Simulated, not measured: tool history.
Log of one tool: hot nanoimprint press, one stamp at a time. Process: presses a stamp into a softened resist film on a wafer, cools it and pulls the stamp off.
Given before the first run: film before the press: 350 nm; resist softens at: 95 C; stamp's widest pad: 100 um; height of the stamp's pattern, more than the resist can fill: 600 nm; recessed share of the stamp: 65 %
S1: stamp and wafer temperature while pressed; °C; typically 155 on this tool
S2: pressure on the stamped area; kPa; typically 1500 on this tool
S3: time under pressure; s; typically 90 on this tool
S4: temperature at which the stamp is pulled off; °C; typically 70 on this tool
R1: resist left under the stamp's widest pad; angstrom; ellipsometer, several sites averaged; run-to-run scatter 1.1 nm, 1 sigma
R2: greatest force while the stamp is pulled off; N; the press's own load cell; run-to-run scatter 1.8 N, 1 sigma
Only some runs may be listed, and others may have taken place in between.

Run 1, hour 0: usual settings. Result: R1 1569 angstrom, R2 171 N.
Run 2, hour 7.3: usual settings but S3 162 s. Result: R1 1238 angstrom, R2 169 N.
Run 3, hour 18.1: usual settings but S3 162 s. Result: R1 1233 angstrom, R2 172 N.
Run 4, hour 27.8: usual settings but S3 162 s. Result: R1 1224 angstrom, R2 169 N.
Run 5, hour 36.6: usual settings but S3 162 s. Result: R1 1259 angstrom, R2 167 N.
Run 6, hour 46.3: usual settings but S1 163 °C. Result: R1 1151 angstrom, R2 170 N.
Run 7, hour 55.2: usual settings. Result: R1 1576 angstrom, R2 169 N.
Run 8, hour 62.2: usual settings. Result: R1 1576 angstrom, R2 171 N.
Run 9, hour 70.5: usual settings. Result: R1 1575 angstrom, R2 171 N.
Run 10, hour 76.6: usual settings. Result: R1 1572 angstrom, R2 172 N.
Run 11, hour 83.1: usual settings. Result: R1 1542 angstrom, R2 169 N.
Run 12, hour 88.9: usual settings. Result: R1 1574 angstrom, R2 172 N.
Run 13, hour 100.3: usual settings. Result: R1 1570 angstrom, R2 170 N.
Run 14, hour 108.3: usual settings. Result: R1 1561 angstrom, R2 172 N.
Run 15, hour 115.5: usual settings. Result: R1 1566 angstrom, R2 169 N.
At hour 122.8: stamp cleaned and given a new release coat.
Run 16, hour 129.1: usual settings but S1 145 °C, S3 55 s. Result: R1 2614 angstrom, R2 167 N.
Run 17, hour 136.5: usual settings but S1 165 °C, S3 175 s, S4 75 °C. Result: R1 782 angstrom, R2 151 N.
Run 18, hour 143.1: usual settings but S1 165 °C, S3 175 s, S4 75 °C. Result: R1 772 angstrom, R2 150 N.
Run 19, hour 152.8: usual settings but S1 165 °C, S3 175 s, S4 75 °C. Result: R1 793 angstrom, R2 146 N.
Run 20, hour 160.7: usual settings but S1 152 °C, S2 1260 kPa, S4 76 °C. Result: R1 1901 angstrom, R2 148 N.
Run 21, hour 166.3: usual settings but S1 152 °C, S2 1540 kPa, S4 62 °C. Result: R1 1751 angstrom, R2 204 N.
Run 22, hour 171.7: usual settings but S1 144 °C. Result: R1 2372 angstrom, R2 173 N.
Run 23, hour 182.3: usual settings but S1 166 °C, S2 1140 kPa, S3 149 s. Result: R1 941 angstrom, R2 170 N.
Run 24, hour 193.8: usual settings but S1 166 °C, S2 1330 kPa, S3 47 s, S4 71 °C. Result: R1 1406 angstrom, R2 166 N.

Predict each of these 3 candidate next runs independently; none follows another, all start after run 24:
Run A, hour 198.6: usual settings but S1 166 °C, S2 1330 kPa, S3 117 s, S4 71 °C. Result: R1 ?, R2 ?.
Run B, hour 198.6: usual settings but S1 166 °C, S2 1780 kPa, S4 59 °C. Result: R1 ?, R2 ?.
Run C, hour 198.6: usual settings but S2 1290 kPa, S3 155 s. Result: R1 ?, R2 ?.

run    R1   R2
  A   962  168
  B   926  213
  C  1356  170
Without the tool's unlogged condition, the same runs would have read:
run    R1   R2
  A   963  168
  B   927  213
  C  1359  170
